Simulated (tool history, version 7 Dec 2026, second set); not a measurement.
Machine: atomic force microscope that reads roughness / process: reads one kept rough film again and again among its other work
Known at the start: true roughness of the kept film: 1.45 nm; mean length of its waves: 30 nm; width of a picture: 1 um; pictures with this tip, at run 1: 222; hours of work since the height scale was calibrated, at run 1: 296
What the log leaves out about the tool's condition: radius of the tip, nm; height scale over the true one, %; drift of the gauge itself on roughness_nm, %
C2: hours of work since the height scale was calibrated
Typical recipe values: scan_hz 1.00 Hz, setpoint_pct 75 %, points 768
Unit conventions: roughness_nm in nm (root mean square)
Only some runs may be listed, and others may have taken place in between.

Run 1, hour 0.0: usual settings; pictures with this tip 222; C2 296. Result: roughness_nm 1.211 nm (root mean square).
Run 2, hour 57.9: usual settings but points 949; pictures with this tip 311; C2 322. Result: roughness_nm 1.214 nm (root mean square).
Run 3, hour 88.4: usual settings but points 949; pictures with this tip 358; C2 336. Result: roughness_nm 1.207 nm (root mean square).
At hour 109.7: new tip fitted.
Run 4, hour 144.0: usual settings; pictures with this tip 53; C2 361. Result: roughness_nm 1.280 nm (root mean square).
Run 5, hour 171.1: usual settings; pictures with this tip 94; C2 374. Result: roughness_nm 1.263 nm (root mean square).
Run 6, hour 219.7: usual settings but scan_hz 3.07 Hz; pictures with this tip 169; C2 396. Result: roughness_nm 1.073 nm (root mean square).
Run 7, hour 249.6: usual settings but scan_hz 3.07 Hz, points 601; pictures with this tip 215; C2 409. Result: roughness_nm 1.064 nm (root mean square).
Run 8, hour 288.1: usual settings but scan_hz 3.07 Hz, points 601; pictures with this tip 274; C2 427. Result: roughness_nm 1.052 nm (root mean square).
Run 9, hour 335.4: usual settings; pictures with this tip 346; C2 449. Result: roughness_nm 1.208 nm (root mean square).
At hour 367.4: new tip fitted.
Run 10, hour 378.3: usual settings; pictures with this tip 17; C2 468. Result: roughness_nm 1.288 nm (root mean square).
Run 11, hour 429.6: usual settings; pictures with this tip 96; C2 491. Result: roughness_nm 1.272 nm (root mean square).
Run 12, hour 453.3: usual settings; pictures with this tip 132; C2 502. Result: roughness_nm 1.252 nm (root mean square).
Run 13, hour 498.7: usual settings but scan_hz 3.39 Hz, setpoint_pct 77 %, points 379; pictures with this tip 201; C2 523. Result: roughness_nm 1.013 nm (root mean square).
Run 14, hour 556.7: usual settings but scan_hz 3.39 Hz, setpoint_pct 77 %, points 940; pictures with this tip 290; C2 549. Result: roughness_nm 1.012 nm (root mean square).
Run 15, hour 591.9: usual settings but setpoint_pct 65 %, points 394; pictures with this tip 344; C2 566. Result: roughness_nm 1.234 nm (root mean square).
At hour 622.0: new tip fitted.
Run 16, hour 630.0: usual settings but points 366; pictures with this tip 13; C2 583. Result: roughness_nm 1.276 nm (root mean square).
Run 17, hour 685.9: usual settings but points 366; pictures with this tip 98; C2 608. Result: roughness_nm 1.244 nm (root mean square).
Run 18, hour 725.5: usual settings but scan_hz 1.20 Hz, points 583; pictures with this tip 159; C2 626. Result: roughness_nm 1.243 nm (root mean square).
Run 19, hour 749.0: usual settings but scan_hz 3.65 Hz, setpoint_pct 60 %, points 374; pictures with this tip 195; C2 637. Result: roughness_nm 1.203 nm (root mean square).
Run 20, hour 785.4: usual settings but scan_hz 3.65 Hz, setpoint_pct 60 %, points 374; pictures with this tip 251; C2 654. Result: roughness_nm 1.176 nm (root mean square).
Run 21, hour 816.0: usual settings but scan_hz 0.68 Hz, points 706; pictures with this tip 297; C2 668. Result: roughness_nm 1.244 nm (root mean square).
Run 22, hour 859.5: usual settings but scan_hz 0.89 Hz, setpoint_pct 59 %, points 550; pictures with this tip 364; C2 688. Result: roughness_nm 1.272 nm (root mean square).
At hour 877.0: new tip fitted.
Run 23, hour 910.9: usual settings but scan_hz 1.66 Hz, setpoint_pct 70 %, points 285; pictures with this tip 52; C2 711. Result: roughness_nm 1.233 nm (root mean square).
Run 24, hour 957.8: usual settings but scan_hz 1.66 Hz, setpoint_pct 77 %, points 649; pictures with this tip 124; C2 732. Result: roughness_nm 1.169 nm (root mean square).

Results per run with the tool's hidden condition removed, run-to-run variation unchanged:
run  roughness_nm
  1         1.263
  2         1.284
  3         1.287
  4         1.291
  5         1.283
  6         1.107
  7         1.108
  8         1.107
  9         1.286
 10         1.289
 11         1.292
 12         1.280
 13         1.049
 14         1.065
 15         1.312
 16         1.274
 17         1.262
 18         1.275
 19         1.242
 20         1.227
 21         1.308
 22         1.354
 23         1.241
 24         1.195
